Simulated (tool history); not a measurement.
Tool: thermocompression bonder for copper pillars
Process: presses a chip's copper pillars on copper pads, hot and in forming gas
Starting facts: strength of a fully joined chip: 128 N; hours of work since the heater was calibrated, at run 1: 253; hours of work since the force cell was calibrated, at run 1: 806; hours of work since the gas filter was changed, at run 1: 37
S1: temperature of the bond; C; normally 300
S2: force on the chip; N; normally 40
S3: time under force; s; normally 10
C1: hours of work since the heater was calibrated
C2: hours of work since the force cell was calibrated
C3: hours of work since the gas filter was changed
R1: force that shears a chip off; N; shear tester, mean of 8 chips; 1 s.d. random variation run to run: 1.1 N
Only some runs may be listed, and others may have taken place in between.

run	hour	S1	S2	S3	C1	C2	C3	R1
1	0.0	300	40	10	253	806	37	90.9
2	26.4	300	40	10	266	820	51	92.5
3	39.0	300	40	20	273	826	57	104.9
4	63.2	318	40	10	285	838	69	99.0
5	83.7	318	40	10	296	849	80	99.6
6	101.8	318	40	10	305	858	89	101.2
7	130.8	318	40	10	320	873	104	99.6
8	149.9	300	40	10	329	883	114	91.2
9	164.3	273	40	10	337	890	121	73.8
10	186.0	273	40	10	348	901	132	75.7
11	213.1	273	40	10	361	915	146	72.7
12	233.3	273	40	10	372	925	156	73.1
13	260.9	295	40	10	386	939	170	85.7
14	290.4	300	40	11	401	954	185	90.1
15	303.2	270	36	6	407	961	192	55.0
16	318.2	270	36	6	415	969	200	53.8
17	339.0	270	39	6	426	979	210	58.4
18	357.9	270	39	6	435	989	220	56.9
19	377.7	280	47	25	446	999	230	109.0
20	390.4	301	42	6	452	1005	236	81.4
21	407.9	301	42	6	461	1014	245	81.7
22	437.8	327	35	14	476	1030	261	98.0

Run 23 is up next; what results do you expect?
23	466.7	327	40	14	491	1044	275	?

{"run 23": {"R1": 107.0}}
Take away the tool's hidden state, keep the run-to-run variation as it was, and the same run would have given R1 112.8 N.

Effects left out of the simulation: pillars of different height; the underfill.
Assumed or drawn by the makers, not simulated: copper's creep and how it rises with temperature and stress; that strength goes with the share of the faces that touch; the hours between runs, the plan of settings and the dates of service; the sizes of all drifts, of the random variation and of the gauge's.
